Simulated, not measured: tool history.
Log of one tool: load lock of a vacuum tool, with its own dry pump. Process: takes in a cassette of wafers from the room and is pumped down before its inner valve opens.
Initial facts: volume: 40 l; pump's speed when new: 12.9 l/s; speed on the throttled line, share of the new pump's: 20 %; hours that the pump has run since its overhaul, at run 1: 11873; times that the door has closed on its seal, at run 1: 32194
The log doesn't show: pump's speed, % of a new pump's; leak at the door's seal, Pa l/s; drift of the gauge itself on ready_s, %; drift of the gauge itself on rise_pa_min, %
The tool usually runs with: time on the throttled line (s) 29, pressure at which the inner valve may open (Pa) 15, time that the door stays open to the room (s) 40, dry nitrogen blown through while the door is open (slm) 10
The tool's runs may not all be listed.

| run | day | time on the throttled line (s) | pressure at which the inner valve may open (Pa) | time that the door stays open to the room (s) | dry nitrogen blown through while the door is open (slm) | hours that the pump has run since its overhaul | times that the door has closed on its seal | incoming humidity of the room's air, % | time from the closed door until the inner valve may open (s) | rise of the pressure with all valves shut (Pa/min) |
|---|---|---|---|---|---|---|---|---|---|---|
| 1 | 0.000 | 29 | 15 | 40 | 10 | 11873 | 32194 | 42.6 | 52.6 | 0.112 |
| 2 | 9.204 | 29 | 15 | 40 | 10 | 12094 | 32767 | 44.8 | 52.6 | 0.116 |
| 3 | 16.571 | 29 | 15 | 40 | 10 | 12271 | 33226 | 46.6 | 53.1 | 0.124 |
| 4 | 28.808 | 29 | 16 | 40 | 10 | 12565 | 33988 | 45.0 | 52.3 | 0.117 |
| 5 | 40.212 | 29 | 16 | 40 | 10 | 12839 | 34698 | 48.3 | 52.7 | 0.126 |
| 6 | 51.462 | 29 | 27 | 40 | 10 | 13109 | 35399 | 45.1 | 51.2 | 0.124 |
| 7 | 58.021 | 29 | 15 | 40 | 10 | 13266 | 35808 | 42.8 | 52.7 | 0.127 |
| 8 | 66.633 | 29 | 15 | 40 | 10 | 13473 | 36344 | 45.3 | 53.0 | 0.128 |
| 9 | 72.267 | 29 | 15 | 40 | 10 | 13608 | 36695 | 45.3 | 52.4 | 0.131 |
| 10 | 83.408 | 41 | 13 | 140 | 13 | 13875 | 37389 | 44.7 | 62.9 | 0.155 |
| 11 | 93.908 | 24 | 15 | 191 | 13 | 14127 | 38043 | 44.4 | 49.1 | 0.163 |
| 12 | 103.021 | 52 | 15 | 88 | 8 | 14346 | 38610 | 46.7 | 71.0 | 0.154 |
| 13 | 113.879 | 18 | 15 | 40 | 10 | 14607 | 39287 | 44.9 | 44.7 | 0.135 |
| 14 | 123.775 | 18 | 15 | 40 | 10 | 14844 | 39903 | 46.5 | 44.9 | 0.137 |
| 15 | 135.533 | 23 | 14 | 29 | 7 | 15126 | 40635 | 44.9 | 48.5 | 0.140 |
| 16 | 147.783 | 34 | 10 | 29 | 7 | 15420 | 41399 | 45.4 | 58.2 | 0.139 |
| 17 | 156.479 | 34 | 10 | 29 | 7 | 15629 | 41940 | 44.6 | 58.5 | 0.137 |

The same runs without the tool's hidden state, with the same run-to-run variation:
| run | time from the closed door until the inner valve may open (s) | rise of the pressure with all valves shut (Pa/min) |
|---|---|---|
| 1 | 50.8 | 0.048 |
| 2 | 50.8 | 0.050 |
| 3 | 51.3 | 0.056 |
| 4 | 50.4 | 0.049 |
| 5 | 50.8 | 0.053 |
| 6 | 49.3 | 0.050 |
| 7 | 50.7 | 0.052 |
| 8 | 50.9 | 0.052 |
| 9 | 50.3 | 0.052 |
| 10 | 60.9 | 0.074 |
| 11 | 46.7 | 0.081 |
| 12 | 69.3 | 0.070 |
| 13 | 42.2 | 0.049 |
| 14 | 42.3 | 0.049 |
| 15 | 46.1 | 0.049 |
| 16 | 55.8 | 0.045 |
| 17 | 56.0 | 0.044 |
